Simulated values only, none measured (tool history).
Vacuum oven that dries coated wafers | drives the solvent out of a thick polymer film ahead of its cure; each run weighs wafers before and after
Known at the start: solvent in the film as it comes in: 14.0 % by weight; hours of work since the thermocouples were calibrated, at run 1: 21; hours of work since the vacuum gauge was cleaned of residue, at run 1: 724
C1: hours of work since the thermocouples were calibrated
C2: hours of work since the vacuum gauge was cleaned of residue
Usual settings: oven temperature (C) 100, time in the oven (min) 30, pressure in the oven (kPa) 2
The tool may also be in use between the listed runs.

run 1 hour=0 | oven_temperature_(C)=100 time_in_the_oven_(min)=30 pressure_in_the_oven_(kPa)=2 | C1=21 C2=724 | solvent_left_in_the_film_(%)=1.49
run 2 hour=13.6 | oven_temperature_(C)=106 time_in_the_oven_(min)=30 pressure_in_the_oven_(kPa)=2 | C1=31 C2=734 | solvent_left_in_the_film_(%)=1.04
run 3 hour=27.8 | oven_temperature_(C)=106 time_in_the_oven_(min)=30 pressure_in_the_oven_(kPa)=2 | C1=42 C2=745 | solvent_left_in_the_film_(%)=1.06
run 4 hour=41.9 | oven_temperature_(C)=106 time_in_the_oven_(min)=26 pressure_in_the_oven_(kPa)=2 | C1=52 C2=755 | solvent_left_in_the_film_(%)=1.13
run 5 hour=54.3 | oven_temperature_(C)=106 time_in_the_oven_(min)=26 pressure_in_the_oven_(kPa)=2 | C1=61 C2=765 | solvent_left_in_the_film_(%)=1.11
run 6 hour=83.4 | oven_temperature_(C)=106 time_in_the_oven_(min)=26 pressure_in_the_oven_(kPa)=2 | C1=83 C2=786 | solvent_left_in_the_film_(%)=1.13
run 7 hour=101.3 | oven_temperature_(C)=100 time_in_the_oven_(min)=30 pressure_in_the_oven_(kPa)=2 | C1=96 C2=800 | solvent_left_in_the_film_(%)=1.5
run 8 hour=123.3 | oven_temperature_(C)=100 time_in_the_oven_(min)=30 pressure_in_the_oven_(kPa)=2 | C1=113 C2=816 | solvent_left_in_the_film_(%)=1.5
run 9 hour=139.2 | oven_temperature_(C)=100 time_in_the_oven_(min)=30 pressure_in_the_oven_(kPa)=2 | C1=125 C2=828 | solvent_left_in_the_film_(%)=1.49
run 10 hour=155.2 | oven_temperature_(C)=100 time_in_the_oven_(min)=30 pressure_in_the_oven_(kPa)=2 | C1=137 C2=840 | solvent_left_in_the_film_(%)=1.51
run 11 hour=178.9 | oven_temperature_(C)=100 time_in_the_oven_(min)=30 pressure_in_the_oven_(kPa)=2 | C1=154 C2=857 | solvent_left_in_the_film_(%)=1.5
run 12 hour=200.3 | oven_temperature_(C)=100 time_in_the_oven_(min)=30 pressure_in_the_oven_(kPa)=2.49 | C1=170 C2=873 | solvent_left_in_the_film_(%)=1.73
run 13 hour=212.9 | oven_temperature_(C)=87 time_in_the_oven_(min)=37 pressure_in_the_oven_(kPa)=2.49 | C1=179 C2=883 | solvent_left_in_the_film_(%)=3.49
run 14 hour=242.8 | oven_temperature_(C)=98 time_in_the_oven_(min)=19 pressure_in_the_oven_(kPa)=2.27 | C1=202 C2=905 | solvent_left_in_the_film_(%)=2.79
run 15 hour=271.7 | oven_temperature_(C)=90 time_in_the_oven_(min)=30 pressure_in_the_oven_(kPa)=4.83 | C1=223 C2=926 | solvent_left_in_the_film_(%)=4.85
run 16 hour=295.4 | oven_temperature_(C)=90 time_in_the_oven_(min)=30 pressure_in_the_oven_(kPa)=4.83 | C1=241 C2=944 | solvent_left_in_the_film_(%)=4.81
run 17 hour=313.5 | oven_temperature_(C)=90 time_in_the_oven_(min)=30 pressure_in_the_oven_(kPa)=4.83 | C1=254 C2=957 | solvent_left_in_the_film_(%)=4.83
run 18 hour=335.2 | oven_temperature_(C)=114 time_in_the_oven_(min)=46 pressure_in_the_oven_(kPa)=1.27 | C1=270 C2=974 | solvent_left_in_the_film_(%)=0.53
run 19 hour=353.2 | oven_temperature_(C)=114 time_in_the_oven_(min)=46 pressure_in_the_oven_(kPa)=1.27 | C1=284 C2=987 | solvent_left_in_the_film_(%)=0.55
run 20 hour=379.3 | oven_temperature_(C)=114 time_in_the_oven_(min)=45 pressure_in_the_oven_(kPa)=2 | C1=303 C2=1006 | solvent_left_in_the_film_(%)=0.76

Hidden state or all else? Some run-to-run changes of solvent left in the film (%), split into what the settings, what came in and random variation would give without the hidden state, and what is left for the hidden state (with any gauge scatter that isn't in both results):
The hidden state here: true wafer temperature over the reading, C; true pressure over the reading, kPa; drift of the gauge itself on solvent_pct, %.
Run 13 -> 14: oven temperature (C) 87 -> 98, time in the oven (min) 37 -> 19, pressure in the oven (kPa) 2.49 -> 2.27. solvent left in the film (%) -0.7: hidden state -0.09, all else -0.61.
Run 14 -> 15: oven temperature (C) 98 -> 90, time in the oven (min) 19 -> 30, pressure in the oven (kPa) 2.27 -> 4.83. solvent left in the film (%) +2.06: hidden state +0.02, all else +2.04.
Run 17 -> 18: oven temperature (C) 90 -> 114, time in the oven (min) 30 -> 46, pressure in the oven (kPa) 4.83 -> 1.27. solvent left in the film (%) -4.3: hidden state +0.07, all else -4.37.
